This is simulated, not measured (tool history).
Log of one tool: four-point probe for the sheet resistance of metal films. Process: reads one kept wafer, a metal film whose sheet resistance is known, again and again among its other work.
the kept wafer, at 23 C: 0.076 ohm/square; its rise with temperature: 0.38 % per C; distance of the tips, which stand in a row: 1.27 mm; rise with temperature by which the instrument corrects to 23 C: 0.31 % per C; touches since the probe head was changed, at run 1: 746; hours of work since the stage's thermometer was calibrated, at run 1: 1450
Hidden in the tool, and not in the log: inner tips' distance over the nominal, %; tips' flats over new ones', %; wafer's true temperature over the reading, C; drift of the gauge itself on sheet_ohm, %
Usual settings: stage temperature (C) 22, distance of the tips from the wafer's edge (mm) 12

run    day  stage temperature (C)  distance of the tips from the wafer's edge (mm)  touches since the probe head was changed  hours of work since the stage's thermometer was calibrated  sheet resistance as the instrument gives it (ohm/square)
  1  0.000                     22                                               12                                       746                                                        1450                                                  0.075816
  2  0.700                     22                                               12                                      1026                                                        1457                                                  0.075796
  3  1.746                     22                                               12                                      1446                                                        1468                                                  0.075807
  4  2.333                     22                                               27                                      1681                                                        1473                                                  0.075467
  5  3.250                     22                                               27                                      2047                                                        1482                                                  0.075433
  6  4.233                     22                                               27                                      2441                                                        1492                                                  0.075431
  7  5.054                     23                                               23                                      2770                                                        1500                                                  0.075530
  8  6.312                     22                                               12                                      3275                                                        1513                                                  0.075794
  9  7.392                     25                                               11                                      3707                                                        1523                                                  0.076042
 10  8.462                     25                                               11                                      4136                                                        1534                                                  0.076061
 11  9.004                     25                                               11                                      4354                                                        1539                                                  0.076072
 12  9.758                     23                                                3                                      4655                                                        1546                                                  0.081971

Measured less the same run without the tool's hidden state. The same run-to-run variation is in both; the gauge's scatter may not be:
run  sheet resistance as the instrument gives it (ohm/square)
  1                                                 -0.000589
  2                                                 -0.000590
  3                                                 -0.000593
  4                                                 -0.000592
  5                                                 -0.000593
  6                                                 -0.000595
  7                                                 -0.000598
  8                                                 -0.000603
  9                                                 -0.000606
 10                                                 -0.000610
 11                                                 -0.000611
 12                                                 -0.000657
